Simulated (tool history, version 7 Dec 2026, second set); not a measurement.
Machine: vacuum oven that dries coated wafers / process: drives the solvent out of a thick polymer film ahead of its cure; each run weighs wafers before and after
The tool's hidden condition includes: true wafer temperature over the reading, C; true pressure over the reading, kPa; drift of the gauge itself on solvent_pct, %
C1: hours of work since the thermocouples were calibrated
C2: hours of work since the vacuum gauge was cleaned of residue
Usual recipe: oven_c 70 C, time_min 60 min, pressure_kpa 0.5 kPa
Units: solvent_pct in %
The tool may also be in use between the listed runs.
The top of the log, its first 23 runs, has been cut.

run 24 hour=883.9 | oven_c=70 time_min=60 pressure_kpa=0.5 | C1=803 C2=861 | solvent_pct=0.91
run 25 hour=904.9 | oven_c=70 time_min=60 pressure_kpa=0.5 | C1=811 C2=870 | solvent_pct=0.88
run 26 hour=938.6 | oven_c=70 time_min=60 pressure_kpa=0.5 | C1=825 C2=883 | solvent_pct=0.87
run 27 hour=966 | oven_c=70 time_min=60 pressure_kpa=0.5 | C1=836 C2=895 | solvent_pct=0.96
run 28 hour=1001.4 | oven_c=70 time_min=101 pressure_kpa=0.5 | C1=851 C2=909 | solvent_pct=0.34
run 29 hour=1025.2 | oven_c=58 time_min=39 pressure_kpa=1.632 | C1=861 C2=919 | solvent_pct=6.18
run 30 hour=1047.4 | oven_c=74 time_min=80 pressure_kpa=0.603 | C1=870 C2=928 | solvent_pct=0.32
run 31 hour=1097.8 | oven_c=74 time_min=80 pressure_kpa=0.603 | C1=890 C2=948 | solvent_pct=0.41
run 32 hour=1145 | oven_c=74 time_min=80 pressure_kpa=0.603 | C1=909 C2=968 | solvent_pct=0.39
run 33 hour=1179.1 | oven_c=74 time_min=69 pressure_kpa=0.289 | C1=923 C2=982 | solvent_pct=0.32
run 34 hour=1207.1 | oven_c=74 time_min=47 pressure_kpa=0.505 | C1=935 C2=993 | solvent_pct=0.9
run 35 hour=1246.5 | oven_c=56 time_min=52 pressure_kpa=0.505 | C1=951 C2=1009 | solvent_pct=4.58
run 36 hour=1276.2 | oven_c=56 time_min=52 pressure_kpa=0.505 | C1=963 C2=1021 | solvent_pct=4.68
run 37 hour=1307 | oven_c=56 time_min=52 pressure_kpa=0.505 | C1=976 C2=1034 | solvent_pct=4.66

Run 38, settings as shown, results not yet in. Your forecast:
run 38 hour=1331.7 | oven_c=56 time_min=52 pressure_kpa=0.505 | C1=986 C2=1044 | solvent_pct=?

solvent_pct: 4.77 %
Without the tool's hidden state the same run would have given solvent_pct 4.79 %.

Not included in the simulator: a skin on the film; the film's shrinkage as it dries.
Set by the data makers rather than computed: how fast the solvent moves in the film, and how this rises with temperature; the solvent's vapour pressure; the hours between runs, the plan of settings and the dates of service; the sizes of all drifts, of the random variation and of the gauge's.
